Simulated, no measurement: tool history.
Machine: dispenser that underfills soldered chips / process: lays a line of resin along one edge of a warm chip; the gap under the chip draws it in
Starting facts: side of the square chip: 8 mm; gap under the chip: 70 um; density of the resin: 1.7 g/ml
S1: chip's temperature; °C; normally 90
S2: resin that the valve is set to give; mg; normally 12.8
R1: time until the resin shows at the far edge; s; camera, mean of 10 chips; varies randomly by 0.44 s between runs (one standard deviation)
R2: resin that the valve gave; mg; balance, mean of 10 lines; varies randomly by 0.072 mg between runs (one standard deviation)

Run 1, hour 0: usual settings. Result: R1 47 s, R2 12.13 mg.
At hour 5.8: new syringe of resin.
Run 2, hour 8: usual settings. Result: R1 34.3 s, R2 12.11 mg.
At hour 12.4: dispensing valve cleaned and set on the balance.
Run 3, hour 17.7: usual settings. Result: R1 53.5 s, R2 12.72 mg.
At hour 20.3: new syringe of resin.
Run 4, hour 24.7: usual settings. Result: R1 40 s, R2 12.79 mg.
Run 5, hour 28.9: usual settings. Result: R1 49 s, R2 12.66 mg.
At hour 34.4: new syringe of resin.
Run 6, hour 37.6: usual settings but S2 12.1 mg. Result: R1 35.8 s, R2 11.97 mg.
Run 7, hour 42.4: usual settings but S2 12.1 mg. Result: R1 46.7 s, R2 11.85 mg.
At hour 48.3: new syringe of resin.
Run 8, hour 49.9: usual settings. Result: R1 33.6 s, R2 12.54 mg.
Run 9, hour 58.9: usual settings. Result: R1 53.5 s, R2 12.46 mg.
At hour 62: new syringe of resin.
Run 10, hour 63: usual settings. Result: R1 32.9 s, R2 12.4 mg.
Run 11, hour 67.8: usual settings. Result: R1 42 s, R2 12.43 mg.
At hour 75.6: new syringe of resin.
Run 12, hour 76.7: usual settings. Result: R1 32.5 s, R2 12.44 mg.
Run 13, hour 84.1: usual settings. Result: R1 47.4 s, R2 12.35 mg.
At hour 89.6: new syringe of resin.
Run 14, hour 92.3: usual settings. Result: R1 34.6 s, R2 12.27 mg.
Run 15, hour 101: usual settings. Result: R1 54.5 s, R2 12.16 mg.
At hour 103.5: new syringe of resin.
Run 16, hour 108.9: usual settings but S1 88 °C. Result: R1 43.9 s, R2 12.18 mg.
Run 17, hour 115.6: usual settings but S1 88 °C. Result: R1 62.3 s, R2 12.17 mg.
At hour 117.3: new syringe of resin.
Run 18, hour 122: usual settings but S1 88 °C. Result: R1 41.3 s, R2 12.08 mg.
At hour 127.1: dispensing valve cleaned and set on the balance.
Run 19, hour 129.7: usual settings but S1 88 °C, S2 14.2 mg. Result: R1 58.5 s, R2 14.26 mg.
At hour 131.9: new syringe of resin.
Run 20, hour 137.4: usual settings but S1 88 °C, S2 14.2 mg. Result: R1 41.8 s, R2 14.11 mg.
Run 21, hour 145.1: usual settings but S1 88 °C, S2 14.2 mg. Result: R1 63.2 s, R2 13.89 mg.
At hour 145.8: new syringe of resin.
Run 22, hour 152.4: usual settings but S1 99 °C, S2 13.5 mg. Result: R1 29.5 s, R2 13.42 mg.
Run 23, hour 156.5: usual settings but S1 99 °C, S2 13.5 mg. Result: R1 36.4 s, R2 13.3 mg.
At hour 159.4: new syringe of resin.
Run 24, hour 161: usual settings but S1 92 °C, S2 15.6 mg. Result: R1 30.3 s, R2 15.46 mg.
Run 25, hour 167.4: usual settings but S1 92 °C, S2 15.6 mg. Result: R1 41.2 s, R2 15.18 mg.
Run 26, hour 171.8: usual settings but S1 92 °C, S2 15.6 mg. Result: R1 51.4 s, R2 15.29 mg.
At hour 173.3: new syringe of resin.
Run 27, hour 180.7: usual settings but S1 92 °C, S2 15.6 mg. Result: R1 40.7 s, R2 15.2 mg.
At hour 187.2: new syringe of resin.
Run 28, hour 189: usual settings but S1 95 °C, S2 13.4 mg. Result: R1 26.4 s, R2 13.06 mg.
Run 29, hour 196.7: usual settings but S1 89 °C. Result: R1 50.1 s, R2 12.23 mg.
At hour 201.2: new syringe of resin.
Run 30, hour 205.1: usual settings but S1 96 °C, S2 12.5 mg. Result: R1 29.1 s, R2 12.09 mg.
Run 31, hour 210.6: usual settings but S1 89 °C, S2 16.5 mg. Result: R1 51 s, R2 15.99 mg.
At hour 214.9: new syringe of resin.
Run 32, hour 217.8: usual settings but S2 14.6 mg. Result: R1 34.3 s, R2 13.93 mg.
Run 33, hour 226.5: usual settings but S2 14.6 mg. Result: R1 54.7 s, R2 13.92 mg.
At hour 229: new syringe of resin.
Run 34, hour 231: usual settings but S2 14.6 mg. Result: R1 31.6 s, R2 13.94 mg.
Run 35, hour 237.3: usual settings but S1 89 °C, S2 11.6 mg. Result: R1 47.8 s, R2 11.01 mg.
At hour 242: dispensing valve cleaned and set on the balance.
At hour 244.2: new syringe of resin.
Run 36, hour 246: usual settings but S1 101 °C, S2 13.7 mg. Result: R1 20.5 s, R2 13.66 mg.

Some steps in R1, run to run, broken into two amounts with sign: the step expected even without the hidden condition (settings, incoming material, random variation), and the rest, left for the hidden condition together with whatever gauge scatter is not in both the measured and the hidden-condition-free result:
Unlogged tool condition in this case: resin's viscosity, % of fresh resin's; dose that the valve gives, % of what is set; true chip temperature over the reading, C; drift of the gauge itself on fill_s, %; drift of the gauge itself on given_mg, %.
Run 9 -> 10: new syringe of resin. R1 -20.6 s: hidden state -20.7, all else +0.1.
Run 21 -> 22: S1 88 -> 99, S2 14.2 -> 13.5, new syringe of resin. R1 -33.7 s: hidden state -21, all else -12.7.
Run 28 -> 29: S1 95 -> 89, S2 13.4 -> 12.8. R1 +23.7 s: hidden state +16.3, all else +7.4.
Run 33 -> 34: new syringe of resin. R1 -23.1 s: hidden state -22.2, all else -0.9.
Run 35 -> 36: S1 89 -> 101, S2 11.6 -> 13.7, dispensing valve cleaned and set on the balance, new syringe of resin. R1 -27.3 s: hidden state -13.5, all else -13.8.
